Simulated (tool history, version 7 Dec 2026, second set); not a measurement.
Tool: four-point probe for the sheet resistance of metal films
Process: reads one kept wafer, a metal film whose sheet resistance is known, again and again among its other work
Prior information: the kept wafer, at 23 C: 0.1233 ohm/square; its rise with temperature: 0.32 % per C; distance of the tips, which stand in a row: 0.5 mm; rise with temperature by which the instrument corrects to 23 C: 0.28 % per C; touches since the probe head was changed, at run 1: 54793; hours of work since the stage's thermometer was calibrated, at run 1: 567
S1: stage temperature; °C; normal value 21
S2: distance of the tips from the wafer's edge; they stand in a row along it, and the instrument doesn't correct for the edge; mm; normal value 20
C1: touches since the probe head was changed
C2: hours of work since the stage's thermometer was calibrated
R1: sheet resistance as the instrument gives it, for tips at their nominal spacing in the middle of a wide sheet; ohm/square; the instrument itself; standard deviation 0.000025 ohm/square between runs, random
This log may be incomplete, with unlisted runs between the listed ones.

| run | hour | S1 | S2 | C1 | C2 | R1 |
|---|---|---|---|---|---|---|
| 1 | 0 | 21 | 20 | 54793 | 567 | 0.122482 |
| 2 | 55.1 | 21 | 20 | 56504 | 605 | 0.12246 |
| 3 | 158.5 | 21 | 20 | 59716 | 677 | 0.122451 |
| 4 | 224.7 | 21 | 20 | 61774 | 723 | 0.122387 |
| 5 | 341.1 | 21 | 20 | 65390 | 804 | 0.122378 |
| 6 | 434.1 | 21 | 20 | 68280 | 869 | 0.122351 |
| 7 | 505.1 | 21 | 20 | 70488 | 918 | 0.122299 |
| 8 | 604.2 | 21 | 20 | 73566 | 987 | 0.12221 |
| 9 | 709.1 | 21 | 20 | 76825 | 1060 | 0.122209 |
| 10 | 803.3 | 21 | 20 | 79753 | 1125 | 0.12215 |
| 11 | 919 | 21 | 20 | 83348 | 1206 | 0.122188 |
| 12 | 1033.3 | 21 | 20 | 86899 | 1285 | 0.122099 |
| 13 | 1153.1 | 21 | 20 | 90622 | 1369 | 0.122054 |
| 14 | 1276.9 | 21 | 20 | 94469 | 1455 | 0.122057 |
| 15 | 1391.4 | 21 | 36 | 98025 | 1534 | 0.121958 |
| 16 | 1456.7 | 21 | 6 | 100056 | 1580 | 0.122364 |
| 17 | 1521.3 | 21 | 23 | 102063 | 1625 | 0.121875 |
| 18 | 1575.3 | 18 | 20 | 103738 | 1662 | 0.121803 |
| 19 | 1665.8 | 18 | 20 | 106550 | 1725 | 0.121748 |
|  | 1723.9 | stage's thermometer calibrated |
| 20 | 1736.1 | 18 | 20 | 108719 | 8 | 0.12193 |
| 21 | 1829.8 | 21 | 12 | 111630 | 74 | 0.122121 |
| 22 | 1948.8 | 21 | 12 | 115329 | 156 | 0.122066 |
| 23 | 2046.5 | 23 | 5 | 118365 | 224 | 0.122662 |
| 24 | 2138.3 | 23 | 12 | 121216 | 288 | 0.122061 |
| 25 | 2259.2 | 20 | 8 | 124972 | 372 | 0.122029 |
| 26 | 2329.6 | 19 | 5 | 127161 | 421 | 0.122356 |
| 27 | 2387.9 | 34 | 3 | 128972 | 462 | 0.124322 |
| 28 | 2501.1 | 26 | 15 | 132490 | 540 | 0.122106 |
| 29 | 2605.6 | 26 | 15 | 135737 | 613 | 0.122056 |
| 30 | 2658.8 | 26 | 15 | 137391 | 650 | 0.122043 |
| 31 | 2760.9 | 18 | 3 | 140563 | 721 | 0.123298 |
| 32 | 2842.5 | 29 | 20 | 143099 | 778 | 0.122124 |
| 33 | 2961.6 | 21 | 17 | 146797 | 861 | 0.12166 |
| 34 | 3018.2 | 28 | 10 | 148556 | 900 | 0.122103 |
| 35 | 3111 | 22 | 7 | 151440 | 964 | 0.121975 |
| 36 | 3220.2 | 22 | 33 | 154834 | 1040 | 0.121552 |
| 37 | 3285.5 | 22 | 33 | 156862 | 1086 | 0.12155 |
| 38 | 3386.3 | 22 | 33 | 159993 | 1156 | 0.121506 |
| 39 | 3466.6 | 22 | 33 | 162490 | 1212 | 0.121482 |
| 40 | 3534.4 | 24 | 12 | 164595 | 1259 | 0.121649 |
| 41 | 3659.5 | 22 | 61 | 168481 | 1346 | 0.12139 |
| 42 | 3772.1 | 22 | 61 | 171981 | 1424 | 0.121358 |
| 43 | 3843.1 | 33 | 61 | 174187 | 1473 | 0.12194 |
| 44 | 3958.1 | 32 | 5 | 177760 | 1553 | 0.122519 |

3 ways to go on from here, each from the tool as it stands after run 44. What would each give?
| A | 4067.1 | 27 | 10 | 181146 | 1629 | ? |
| B | 4067.1 | 32 | 73 | 181146 | 1629 | ? |
| C | 4067.1 | 20 | 20 | 181146 | 1629 | ? |

| run | R1 |
|---|---|
| A | 0.121692 |
| B | 0.121766 |
| C | 0.121136 |
With no hidden state in the tool, these same runs would have given:
| run | R1 |
|---|---|
| A | 0.123696 |
| B | 0.123769 |
| C | 0.123135 |
